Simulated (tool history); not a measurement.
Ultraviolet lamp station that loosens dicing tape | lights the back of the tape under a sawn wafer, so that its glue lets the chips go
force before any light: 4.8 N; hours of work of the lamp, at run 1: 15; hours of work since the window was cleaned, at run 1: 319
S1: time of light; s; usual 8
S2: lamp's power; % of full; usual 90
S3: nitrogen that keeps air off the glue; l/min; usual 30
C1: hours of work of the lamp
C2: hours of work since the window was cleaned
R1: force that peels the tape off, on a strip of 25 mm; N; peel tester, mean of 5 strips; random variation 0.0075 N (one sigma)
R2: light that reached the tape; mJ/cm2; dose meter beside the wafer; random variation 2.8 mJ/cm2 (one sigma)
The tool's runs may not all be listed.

Run 1, hour 0.0: usual settings; C1 15; C2 319. Result: R1 0.297 N, R2 352 mJ/cm2.
Run 2, hour 5.7: usual settings; C1 19; C2 323. Result: R1 0.301 N, R2 349 mJ/cm2.
Run 3, hour 13.2: usual settings; C1 24; C2 328. Result: R1 0.323 N, R2 350 mJ/cm2.
Run 4, hour 21.1: usual settings; C1 30; C2 334. Result: R1 0.295 N, R2 344 mJ/cm2.
Run 5, hour 25.6: usual settings but S2 62 % of full; C1 33; C2 337. Result: R1 0.515 N, R2 240 mJ/cm2.
Run 6, hour 35.7: usual settings but S2 62 % of full; C1 39; C2 343. Result: R1 0.528 N, R2 244 mJ/cm2.
Run 7, hour 44.7: usual settings; C1 45; C2 349. Result: R1 0.302 N, R2 348 mJ/cm2.
Run 8, hour 54.2: usual settings; C1 52; C2 356. Result: R1 0.307 N, R2 342 mJ/cm2.
Run 9, hour 63.7: usual settings; C1 58; C2 362. Result: R1 0.296 N, R2 340 mJ/cm2.
Run 10, hour 68.6: usual settings but S2 72 % of full; C1 62; C2 365. Result: R1 0.443 N, R2 275 mJ/cm2.
Run 11, hour 76.5: usual settings but S3 19 l/min; C1 67; C2 371. Result: R1 0.366 N, R2 337 mJ/cm2.
Run 12, hour 85.5: usual settings but S3 19 l/min; C1 73; C2 377. Result: R1 0.379 N, R2 337 mJ/cm2.
Run 13, hour 93.6: usual settings but S3 19 l/min; C1 78; C2 382. Result: R1 0.365 N, R2 338 mJ/cm2.
Run 14, hour 100.9: usual settings but S3 19 l/min; C1 83; C2 387. Result: R1 0.359 N, R2 330 mJ/cm2.
Run 15, hour 105.3: usual settings but S3 19 l/min; C1 86; C2 390. Result: R1 0.369 N, R2 335 mJ/cm2.
Run 16, hour 111.9: usual settings but S1 16 s, S2 92 % of full, S3 26 l/min; C1 91; C2 395. Result: R1 0.233 N, R2 680 mJ/cm2.
Run 17, hour 117.5: usual settings but S1 16 s, S2 67 % of full, S3 12 l/min; C1 94; C2 398. Result: R1 0.269 N, R2 500 mJ/cm2.
Run 18, hour 123.9: usual settings but S1 5 s, S2 67 % of full; C1 99; C2 403. Result: R1 1.008 N, R2 155 mJ/cm2.
Run 19, hour 133.5: usual settings but S1 5 s, S2 67 % of full; C1 105; C2 409. Result: R1 1.018 N, R2 151 mJ/cm2.
Run 20, hour 143.3: usual settings but S1 5 s, S2 93 % of full; C1 112; C2 416. Result: R1 0.647 N, R2 208 mJ/cm2.
Run 21, hour 152.1: usual settings but S1 5 s, S2 79 % of full, S3 10 l/min; C1 118; C2 422. Result: R1 1.220 N, R2 182 mJ/cm2.
Run 22, hour 162.0: usual settings but S1 5 s, S2 79 % of full, S3 10 l/min; C1 124; C2 428. Result: R1 1.239 N, R2 178 mJ/cm2.
Run 23, hour 171.6: usual settings but S3 50 l/min; C1 131; C2 435. Result: R1 0.303 N, R2 325 mJ/cm2.
Run 24, hour 179.5: usual settings but S3 50 l/min; C1 136; C2 440. Result: R1 0.290 N, R2 326 mJ/cm2.
Run 25, hour 185.6: usual settings but S3 50 l/min; C1 140; C2 444. Result: R1 0.309 N, R2 315 mJ/cm2.
Run 26, hour 194.6: usual settings but S2 77 % of full, S3 23 l/min; C1 146; C2 450. Result: R1 0.455 N, R2 272 mJ/cm2.
Run 27, hour 199.7: usual settings but S2 99 % of full, S3 29 l/min; C1 150; C2 454. Result: R1 0.313 N, R2 346 mJ/cm2.

Hidden state or all else? Some run-to-run changes of R1, split into what the settings, what came in and random variation would give without the hidden state, and what is left for the hidden state (with any gauge scatter that isn't in both results):
The hidden state here: lamp's light, % of a new lamp's; light that the window lets through, % of a clean one's; drift of the gauge itself on peel_n, %; drift of the gauge itself on dose_mj_cm2, %.
Run 17 -> 18: S1 16 -> 5, S3 12 -> 30. R1 +0.739 N: hidden state +0.161, all else +0.578.
Run 22 -> 23: S1 5 -> 8, S2 79 -> 90, S3 10 -> 50. R1 -0.936 N: hidden state -0.194, all else -0.742.
